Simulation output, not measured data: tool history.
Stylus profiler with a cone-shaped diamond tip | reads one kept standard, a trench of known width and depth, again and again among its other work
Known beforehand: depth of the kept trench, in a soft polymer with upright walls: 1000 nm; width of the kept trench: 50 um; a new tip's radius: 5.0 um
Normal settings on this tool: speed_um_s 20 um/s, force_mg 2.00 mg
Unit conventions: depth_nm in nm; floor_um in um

Run 1, hour 0.0: usual settings. Result: depth_nm 1009.20 nm, floor_um 40.60 um.
Run 2, hour 52.2: usual settings. Result: depth_nm 1008.89 nm, floor_um 40.47 um.
Run 3, hour 113.3: usual settings but speed_um_s 31 um/s. Result: depth_nm 1008.85 nm, floor_um 40.25 um.
Run 4, hour 155.6: usual settings but speed_um_s 31 um/s. Result: depth_nm 1008.40 nm, floor_um 40.19 um.
Run 5, hour 207.4: usual settings but speed_um_s 31 um/s. Result: depth_nm 1008.67 nm, floor_um 40.04 um.
Run 6, hour 258.8: usual settings but speed_um_s 22 um/s. Result: depth_nm 1008.23 nm, floor_um 39.95 um.
Run 7, hour 285.7: usual settings but speed_um_s 22 um/s. Result: depth_nm 1008.55 nm, floor_um 39.92 um.
Run 8, hour 330.1: usual settings but speed_um_s 22 um/s. Result: depth_nm 1008.56 nm, floor_um 39.81 um.
Run 9, hour 375.7: usual settings but speed_um_s 22 um/s. Result: depth_nm 1008.26 nm, floor_um 39.70 um.
Run 10, hour 410.8: usual settings but speed_um_s 22 um/s. Result: depth_nm 1008.56 nm, floor_um 39.60 um.
Run 11, hour 440.0: usual settings. Result: depth_nm 1008.46 nm, floor_um 39.57 um.
Run 12, hour 498.6: usual settings. Result: depth_nm 1007.85 nm, floor_um 39.45 um.
Run 13, hour 546.4: usual settings. Result: depth_nm 1007.76 nm, floor_um 39.33 um.
Run 14, hour 587.8: usual settings but force_mg 2.22 mg. Result: depth_nm 1009.45 nm, floor_um 39.20 um.
Run 15, hour 612.9: usual settings but force_mg 2.22 mg. Result: depth_nm 1008.57 nm, floor_um 39.16 um.
At hour 634.8: new tip fitted, height scale calibrated.
Run 16, hour 675.6: usual settings but force_mg 2.22 mg. Result: depth_nm 1012.67 nm, floor_um 43.67 um.
Run 17, hour 719.7: usual settings but force_mg 2.22 mg. Result: depth_nm 1012.27 nm, floor_um 43.54 um.
Run 18, hour 749.0: usual settings but force_mg 0.78 mg. Result: depth_nm 1005.54 nm, floor_um 43.34 um.
Run 19, hour 789.9: usual settings but speed_um_s 8 um/s. Result: depth_nm 1011.19 nm, floor_um 43.27 um.
Run 20, hour 840.3: usual settings but speed_um_s 52 um/s, force_mg 4.09 mg. Result: depth_nm 1018.35 nm, floor_um 43.03 um.
Run 21, hour 885.8: usual settings but speed_um_s 38 um/s, force_mg 2.15 mg. Result: depth_nm 1011.21 nm, floor_um 42.82 um.
Run 22, hour 938.7: usual settings but speed_um_s 5 um/s, force_mg 0.77 mg. Result: depth_nm 1005.20 nm, floor_um 42.86 um.
Run 23, hour 968.3: usual settings but speed_um_s 5 um/s, force_mg 0.77 mg. Result: depth_nm 1004.61 nm, floor_um 42.74 um.
Run 24, hour 1023.3: usual settings but speed_um_s 29 um/s, force_mg 1.12 mg. Result: depth_nm 1006.56 nm, floor_um 42.39 um.
Run 25, hour 1055.5: usual settings but speed_um_s 9 um/s, force_mg 2.93 mg. Result: depth_nm 1013.92 nm, floor_um 42.45 um.
Run 26, hour 1090.3: usual settings but speed_um_s 9 um/s, force_mg 2.93 mg. Result: depth_nm 1014.06 nm, floor_um 42.27 um.
Run 27, hour 1125.0: usual settings but speed_um_s 59 um/s, force_mg 3.18 mg. Result: depth_nm 1014.88 nm, floor_um 42.04 um.

Alternative continuations, all from the tool just after run 27; predict every row:
Run A, hour 1179.5: usual settings but speed_um_s 38 um/s, force_mg 1.01 mg. Result: depth_nm ?, floor_um ?.
Run B, hour 1179.5: usual settings but speed_um_s 6 um/s, force_mg 2.25 mg. Result: depth_nm ?, floor_um ?.
Run C, hour 1179.5: usual settings but speed_um_s 16 um/s, force_mg 3.18 mg. Result: depth_nm ?, floor_um ?.

run  depth_nm  floor_um
  A   1006.15     41.84
  B   1011.23     42.10
  C   1014.69     42.01
Take away the tool's hidden state, keep each run's random variation, and the runs would have read:
run  depth_nm  floor_um
  A   1007.78     43.73
  B   1012.87     43.98
  C   1016.34     43.89

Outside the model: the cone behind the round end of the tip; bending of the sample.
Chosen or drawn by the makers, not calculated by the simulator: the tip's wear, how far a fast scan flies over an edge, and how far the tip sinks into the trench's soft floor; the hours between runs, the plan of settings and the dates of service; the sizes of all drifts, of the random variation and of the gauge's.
